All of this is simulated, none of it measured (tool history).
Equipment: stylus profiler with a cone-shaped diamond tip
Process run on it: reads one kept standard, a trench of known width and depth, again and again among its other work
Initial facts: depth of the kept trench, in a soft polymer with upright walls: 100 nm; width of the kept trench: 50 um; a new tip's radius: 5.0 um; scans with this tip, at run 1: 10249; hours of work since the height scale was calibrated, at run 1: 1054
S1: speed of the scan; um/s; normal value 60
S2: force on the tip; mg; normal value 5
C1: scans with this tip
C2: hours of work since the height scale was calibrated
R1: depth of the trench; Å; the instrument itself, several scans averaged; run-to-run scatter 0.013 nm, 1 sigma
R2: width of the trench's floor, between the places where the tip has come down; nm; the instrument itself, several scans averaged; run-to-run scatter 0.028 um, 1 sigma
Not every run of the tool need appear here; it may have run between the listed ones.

{"run": 1, "hour": 0.0, "S1": 60, "S2": 5, "C1": 10249, "C2": 1054, "R1": 1009.2, "R2": 47460}
{"hour": 97.7, "done": "height scale calibrated on a step standard"}
{"run": 2, "hour": 124.4, "S1": 60, "S2": 5, "C1": 11171, "C2": 20, "R1": 1006.9, "R2": 47460}
{"run": 3, "hour": 214.2, "S1": 60, "S2": 5, "C1": 11839, "C2": 89, "R1": 1007.1, "R2": 47400}
{"run": 4, "hour": 346.6, "S1": 60, "S2": 5, "C1": 12824, "C2": 190, "R1": 1006.9, "R2": 47340}
{"hour": 418.8, "done": "height scale calibrated on a step standard, once more"}
{"run": 5, "hour": 474.1, "S1": 60, "S2": 7.08, "C1": 13769, "C2": 42, "R1": 1014.2, "R2": 47370}
{"run": 6, "hour": 616.6, "S1": 60, "S2": 3.94, "C1": 14830, "C2": 151, "R1": 1009.3, "R2": 47290}
{"run": 7, "hour": 749.5, "S1": 60, "S2": 3.94, "C1": 15819, "C2": 253, "R1": 1008.9, "R2": 47240}
{"run": 8, "hour": 808.8, "S1": 60, "S2": 3.94, "C1": 16259, "C2": 298, "R1": 1008.6, "R2": 47280}
{"run": 9, "hour": 951.3, "S1": 60, "S2": 3.94, "C1": 17320, "C2": 408, "R1": 1008.4, "R2": 47220}
{"run": 10, "hour": 1049.3, "S1": 60, "S2": 3.94, "C1": 18049, "C2": 483, "R1": 1008.2, "R2": 47150}
{"run": 11, "hour": 1110.2, "S1": 60, "S2": 3.94, "C1": 18502, "C2": 529, "R1": 1008.3, "R2": 47220}
{"hour": 1195.2, "done": "new tip fitted, height scale calibrated"}
{"run": 12, "hour": 1249.0, "S1": 91, "S2": 3.94, "C1": 401, "C2": 41, "R1": 1009.5, "R2": 47570}
{"run": 13, "hour": 1342.6, "S1": 60, "S2": 5, "C1": 1098, "C2": 113, "R1": 1011.2, "R2": 47790}
{"run": 14, "hour": 1461.6, "S1": 60, "S2": 14.62, "C1": 1983, "C2": 204, "R1": 1022.9, "R2": 47820}
{"run": 15, "hour": 1567.4, "S1": 35, "S2": 1.9, "C1": 2770, "C2": 285, "R1": 1005.4, "R2": 47640}
{"run": 16, "hour": 1706.1, "S1": 56, "S2": 10.78, "C1": 3802, "C2": 391, "R1": 1018.1, "R2": 47710}
{"run": 17, "hour": 1820.2, "S1": 95, "S2": 5.52, "C1": 4651, "C2": 478, "R1": 1011, "R2": 47450}
{"run": 18, "hour": 1946.7, "S1": 95, "S2": 5.52, "C1": 5593, "C2": 575, "R1": 1010.6, "R2": 47470}
{"run": 19, "hour": 2063.1, "S1": 64, "S2": 1.76, "C1": 6458, "C2": 664, "R1": 1004.1, "R2": 47360}
{"run": 20, "hour": 2156.7, "S1": 235, "S2": 7.17, "C1": 7155, "C2": 736, "R1": 1012.8, "R2": 47020}
{"run": 21, "hour": 2256.8, "S1": 235, "S2": 7.17, "C1": 7900, "C2": 813, "R1": 1012.2, "R2": 47000}
{"run": 22, "hour": 2323.0, "S1": 140, "S2": 2.83, "C1": 8392, "C2": 863, "R1": 1005.5, "R2": 47050}
{"run": 23, "hour": 2394.4, "S1": 114, "S2": 8.15, "C1": 8924, "C2": 918, "R1": 1013.6, "R2": 47330}
{"run": 24, "hour": 2465.1, "S1": 60, "S2": 4.28, "C1": 9450, "C2": 972, "R1": 1007.8, "R2": 47490}
{"run": 25, "hour": 2562.6, "S1": 60, "S2": 4.28, "C1": 10175, "C2": 1047, "R1": 1007.7, "R2": 47430}
{"hour": 2665.1, "done": "height scale calibrated on a step standard"}
{"run": 26, "hour": 2695.6, "S1": 216, "S2": 2.76, "C1": 11161, "C2": 23, "R1": 1007.6, "R2": 46530}
{"run": 27, "hour": 2823.2, "S1": 216, "S2": 2.76, "C1": 12111, "C2": 121, "R1": 1007.6, "R2": 46480}
{"run": 28, "hour": 2951.6, "S1": 216, "S2": 2.76, "C1": 13066, "C2": 219, "R1": 1007.3, "R2": 46410}

Forecast each of these 3 alternatives for the next run:
{"run": "A", "hour": 3017.1, "S1": 54, "S2": 3.49, "C1": 13553, "C2": 269, "R1": "?", "R2": "?"}
{"run": "B", "hour": 3017.1, "S1": 48, "S2": 6.18, "C1": 13553, "C2": 269, "R1": "?", "R2": "?"}
{"run": "C", "hour": 3017.1, "S1": 95, "S2": 2.76, "C1": 13553, "C2": 269, "R1": "?", "R2": "?"}

run=A R1=1008.5 R2=47350
run=B R1=1012.7 R2=47420
run=C R1=1007.2 R2=47080
Stripped of hidden state, with their random variation kept, the same runs would have yielded:
run=A R1=1009.1 R2=47780
run=B R1=1013.2 R2=47850
run=C R1=1007.7 R2=47510
